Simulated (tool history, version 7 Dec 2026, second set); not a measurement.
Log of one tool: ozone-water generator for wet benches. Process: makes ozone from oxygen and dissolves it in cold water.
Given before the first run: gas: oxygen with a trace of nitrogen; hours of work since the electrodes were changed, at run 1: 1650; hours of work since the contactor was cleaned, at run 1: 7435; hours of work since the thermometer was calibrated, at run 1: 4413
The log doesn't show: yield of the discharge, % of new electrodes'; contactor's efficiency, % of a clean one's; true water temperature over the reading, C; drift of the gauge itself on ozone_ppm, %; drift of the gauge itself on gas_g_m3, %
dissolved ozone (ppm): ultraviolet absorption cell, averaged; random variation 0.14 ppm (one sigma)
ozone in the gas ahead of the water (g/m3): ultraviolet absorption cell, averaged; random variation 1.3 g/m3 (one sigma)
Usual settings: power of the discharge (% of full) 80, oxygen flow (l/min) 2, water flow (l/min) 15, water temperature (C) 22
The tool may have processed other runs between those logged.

run,hour,power of the discharge (% of full),oxygen flow (l/min),water flow (l/min),water temperature (C),hours of work since the electrodes were changed,hours of work since the contactor was cleaned,hours of work since the thermometer was calibrated,dissolved ozone (ppm),ozone in the gas ahead of the water (g/m3)
1,0,80,2,15,22,1650,7435,4413,15,233.5
2,92.2,80,2.55,15,22,1740,7525,4503,14.9,199.3
3,152.9,80,2.55,15,22,1800,7584,4562,14.9,202.7
4,230.3,80,2.55,15,22,1876,7660,4638,14.9,199.8
5,293.1,80,2,19,22,1937,7721,4699,11.3,237.3
6,336.4,80,2,17,22,1979,7764,4742,12.9,233.1
7,380.4,80,2,15,22,2022,7807,4785,15,234
8,417.6,80,2,15,22,2059,7843,4821,14.9,234.2
9,469.5,80,1.94,15,22,2110,7894,4872,14.6,236.6
10,520.9,80,2,16,22,2160,7944,4922,13.4,231.7
11,561.5,80,2,16,22,2200,7984,4962,13.7,231.8
12,615.5,80,2,16,22,2252,8037,5015,13.5,232.7
13,693.6,80,2,15,17,2329,8113,5091,15.3,234.7
14,738.5,80,3.15,20,14,2373,8157,5135,11.8,172.8
15,812.2,99,1.72,22,21,2445,8229,5207,10.9,300.3
# hour 848.3: contactor cleaned
16,908.7,91,1.55,15,22,2535,59,5297,17.1,296
17,989.4,51,1.55,15,22,2614,138,5376,11.2,191.6
18,1047.2,51,1.55,14,15,2671,194,5433,12.8,191.8
19,1137.7,94,3.33,16,22,2759,283,5521,16.6,187.4
20,1189.9,94,3.33,16,22,2810,334,5572,16.6,187.2
# hour 1218.1: water thermometer calibrated
21,1272.6,52,2,21,19,2891,415,53,8.1,165
22,1342.3,44,2.03,15,16,2959,483,121,10.8,146.2
23,1390,71,1.12,23,16,3005,529,168,8.4,300.5

Branching from run 23: 5 alternative next runs. What would each branch give?
A,1447,71,2.64,23,16,3061,585,224,?,?
B,1447,80,1.89,19,22,3061,585,224,?,?
C,1447,97,2.45,12,22,3061,585,224,?,?
D,1447,71,1.12,23,22,3061,585,224,?,?
E,1447,71,3.15,23,16,3061,585,224,?,?

run,dissolved ozone (ppm),ozone in the gas ahead of the water (g/m3)
A,9.6,175.5
B,12,234.1
C,22.3,231.2
D,8,302.8
E,10,158.2
Without the tool's unlogged condition, the same runs would have read:
run,dissolved ozone (ppm),ozone in the gas ahead of the water (g/m3)
A,10.2,185.1
B,12.8,248.1
C,23.9,246.9
D,8.5,319.3
E,10.6,166.8
